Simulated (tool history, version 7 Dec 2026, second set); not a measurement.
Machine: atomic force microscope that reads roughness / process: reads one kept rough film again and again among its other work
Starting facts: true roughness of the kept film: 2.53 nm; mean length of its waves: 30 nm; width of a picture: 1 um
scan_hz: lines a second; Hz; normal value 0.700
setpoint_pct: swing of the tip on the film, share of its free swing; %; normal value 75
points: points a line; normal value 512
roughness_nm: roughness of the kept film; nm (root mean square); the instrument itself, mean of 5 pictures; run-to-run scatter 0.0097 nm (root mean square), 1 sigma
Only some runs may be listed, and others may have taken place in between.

| run | hour | scan_hz | setpoint_pct | points | roughness_nm |
|---|---|---|---|---|---|
| 1 | 0.0 | 0.700 | 75 | 512 | 2.032 |
| 2 | 7.5 | 0.700 | 75 | 512 | 1.982 |
| 3 | 18.1 | 0.700 | 75 | 512 | 1.918 |
| 4 | 28.1 | 0.700 | 75 | 512 | 1.848 |
|  | 33.9 | new tip fitted |
| 5 | 37.0 | 0.700 | 75 | 512 | 2.169 |
| 6 | 48.3 | 0.700 | 75 | 512 | 2.076 |
| 7 | 60.6 | 0.700 | 75 | 512 | 1.982 |
| 8 | 69.2 | 0.700 | 75 | 512 | 1.934 |
| 9 | 78.2 | 0.700 | 75 | 512 | 1.860 |
|  | 88.4 | new tip fitted |
| 10 | 89.8 | 0.700 | 75 | 512 | 2.204 |
| 11 | 101.9 | 0.700 | 75 | 512 | 2.094 |
| 12 | 111.8 | 0.700 | 75 | 512 | 2.029 |
| 13 | 119.3 | 0.700 | 75 | 518 | 1.970 |
| 14 | 132.5 | 0.700 | 75 | 518 | 1.877 |
|  | 143.3 | new tip fitted |
| 15 | 144.4 | 0.700 | 75 | 518 | 2.187 |
| 16 | 157.0 | 0.700 | 75 | 473 | 2.072 |
| 17 | 171.6 | 0.700 | 75 | 473 | 1.977 |
| 18 | 179.2 | 0.700 | 75 | 512 | 1.906 |
| 19 | 193.9 | 0.700 | 67 | 512 | 1.849 |
|  | 198.1 | new tip fitted |
| 20 | 201.3 | 0.601 | 57 | 294 | 2.249 |
| 21 | 214.8 | 0.601 | 57 | 294 | 2.133 |
| 22 | 222.7 | 1.386 | 64 | 365 | 1.993 |
| 23 | 229.9 | 1.386 | 64 | 708 | 1.948 |
| 24 | 238.0 | 1.386 | 64 | 708 | 1.905 |
| 25 | 247.5 | 0.759 | 71 | 512 | 1.853 |
|  | 253.2 | new tip fitted |
| 26 | 256.3 | 0.700 | 88 | 857 | 2.093 |

What does the tool deliver on the next run?
| 27 | 267.4 | 0.700 | 88 | 857 | ? |

roughness_nm: 1.986 nm (root mean square)
Take away the tool's hidden state, keep the run-to-run variation as it was, and the same run would have given roughness_nm 2.117 nm (root mean square).
